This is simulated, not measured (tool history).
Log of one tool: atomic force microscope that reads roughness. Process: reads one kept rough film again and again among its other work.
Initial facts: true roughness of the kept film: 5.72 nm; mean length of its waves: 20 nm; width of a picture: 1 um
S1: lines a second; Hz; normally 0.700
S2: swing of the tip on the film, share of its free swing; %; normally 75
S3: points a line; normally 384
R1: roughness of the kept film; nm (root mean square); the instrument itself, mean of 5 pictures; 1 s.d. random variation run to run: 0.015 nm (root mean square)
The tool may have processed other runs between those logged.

run	hour	S1	S2	S3	R1
1	0.0	0.700	75	384	1.679
# hour 37.7: new tip fitted
2	76.8	0.700	75	384	3.087
3	125.1	0.700	75	384	2.636
4	175.3	0.700	75	384	2.238
5	259.5	0.700	75	384	1.822
# hour 300.8: new tip fitted
6	302.7	0.700	75	384	3.559
7	386.8	0.700	75	384	2.621
8	424.1	0.700	75	384	2.370
9	495.4	0.700	75	384	1.950
10	540.3	0.700	75	384	1.740
# hour 560.2: new tip fitted
11	609.0	0.700	69	384	2.940
12	665.0	0.700	69	384	2.434
13	724.1	0.700	69	384	2.045
14	770.8	0.700	75	384	1.829
# hour 820.0: new tip fitted
15	823.1	0.700	75	384	3.523
16	860.1	0.700	55	384	3.092
17	903.1	0.700	55	384	2.661
18	968.4	0.700	55	384	2.243
19	1046.7	0.700	55	384	1.883
# hour 1082.4: new tip fitted
20	1086.3	0.700	88	384	3.316
21	1152.4	0.700	88	384	2.638
22	1192.0	1.746	75	384	2.294
23	1273.5	1.746	75	384	1.854
24	1326.0	1.746	75	384	1.663
# hour 1342.8: new tip fitted
25	1397.2	0.700	75	384	2.844
26	1445.4	3.824	59	417	2.374
27	1491.3	0.585	80	311	2.101
28	1540.0	0.654	65	586	1.916
# hour 1601.0: new tip fitted
29	1615.6	0.654	65	586	3.466
30	1678.9	1.471	63	443	2.735
31	1728.4	1.696	83	571	2.264
32	1798.2	0.917	75	287	1.952
33	1848.6	0.917	62	997	1.811
# hour 1863.1: new tip fitted
34	1921.1	0.917	62	997	2.916
# hour 1929.1: height scale calibrated on a step standard
35	1963.8	2.151	60	322	2.442
36	2015.4	1.671	85	656	2.079
37	2096.4	1.671	85	656	1.685
# hour 2122.6: new tip fitted
38	2171.0	0.590	67	448	3.062

The next listed run, before its measurement:
# hour 2229.4: height scale calibrated on a step standard, once more
39	2255.7	0.590	67	575	?

Run 39 yielded R1 2.302 nm (root mean square).
If the tool had no hidden condition, the same run with the same run-to-run variation would have returned R1 3.598 nm (root mean square).
